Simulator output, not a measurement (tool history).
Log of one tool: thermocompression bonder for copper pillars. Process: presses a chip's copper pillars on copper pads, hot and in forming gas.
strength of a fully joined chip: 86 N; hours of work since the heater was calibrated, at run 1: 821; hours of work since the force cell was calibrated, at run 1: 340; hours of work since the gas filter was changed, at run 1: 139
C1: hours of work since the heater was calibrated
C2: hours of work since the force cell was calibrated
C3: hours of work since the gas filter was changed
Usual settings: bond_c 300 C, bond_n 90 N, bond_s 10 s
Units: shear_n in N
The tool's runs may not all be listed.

Run 1, day 0.000: usual settings; C1 821; C2 340; C3 139. Result: shear_n 33.6 N.
Run 2, day 1.038: usual settings; C1 836; C2 355; C3 154. Result: shear_n 32.0 N.
Run 3, day 2.450: usual settings; C1 856; C2 375; C3 174. Result: shear_n 31.9 N.
Run 4, day 3.862: usual settings; C1 876; C2 395; C3 194. Result: shear_n 32.3 N.
Run 5, day 4.458: usual settings; C1 884; C2 403; C3 203. Result: shear_n 31.8 N.
Run 6, day 5.079: usual settings; C1 893; C2 412; C3 212. Result: shear_n 31.5 N.
Run 7, day 6.354: usual settings; C1 911; C2 430; C3 230. Result: shear_n 31.0 N.
Run 8, day 7.662: usual settings; C1 930; C2 449; C3 248. Result: shear_n 31.2 N.
Run 9, day 8.658: usual settings; C1 944; C2 463; C3 263. Result: shear_n 30.8 N.
At day 9.579: forming gas filter changed.
Run 10, day 9.771: usual settings but bond_c 273 C; C1 960; C2 479; C3 3. Result: shear_n 20.8 N.
Run 11, day 11.238: usual settings but bond_n 88 N, bond_s 8 s; C1 981; C2 499; C3 24. Result: shear_n 28.7 N.
Run 12, day 12.138: usual settings but bond_c 320 C, bond_n 125 N, bond_s 25 s; C1 993; C2 512; C3 36. Result: shear_n 62.8 N.
Run 13, day 13.554: usual settings but bond_c 320 C, bond_n 125 N, bond_s 8 s; C1 1013; C2 532; C3 57. Result: shear_n 45.6 N.
Run 14, day 14.271: usual settings but bond_n 118 N, bond_s 28 s; C1 1024; C2 543; C3 67. Result: shear_n 53.1 N.
Run 15, day 15.271: usual settings but bond_n 118 N, bond_s 28 s; C1 1038; C2 557; C3 81. Result: shear_n 50.6 N.
Run 16, day 16.479: usual settings but bond_c 294 C, bond_n 84 N, bond_s 6 s; C1 1055; C2 574; C3 98. Result: shear_n 22.5 N.
Run 17, day 17.462: usual settings but bond_c 282 C, bond_s 18 s; C1 1069; C2 588; C3 112. Result: shear_n 29.4 N.

5 ways to go on from here, each from the tool as it stands after run 17. What would each give?
Run A, day 18.288: usual settings but bond_c 275 C; C1 1081; C2 600; C3 124. Result: shear_n ?.
Run B, day 18.288: usual settings but bond_c 309 C, bond_s 18 s; C1 1081; C2 600; C3 124. Result: shear_n ?.
Run C, day 18.288: usual settings but bond_c 326 C, bond_n 107 N, bond_s 15 s; C1 1081; C2 600; C3 124. Result: shear_n ?.
Run D, day 18.288: usual settings but bond_n 64 N, bond_s 11 s; C1 1081; C2 600; C3 124. Result: shear_n ?.
Run E, day 18.288: usual settings but bond_c 287 C, bond_n 109 N, bond_s 18 s; C1 1081; C2 600; C3 124. Result: shear_n ?.

run  shear_n
  A     21.1
  B     44.1
  C     51.8
  D     26.8
  E     35.1
Without the tool's hidden state the same runs would have given:
run  shear_n
  A     26.5
  B     52.0
  C     59.6
  D     32.8
  E     42.7

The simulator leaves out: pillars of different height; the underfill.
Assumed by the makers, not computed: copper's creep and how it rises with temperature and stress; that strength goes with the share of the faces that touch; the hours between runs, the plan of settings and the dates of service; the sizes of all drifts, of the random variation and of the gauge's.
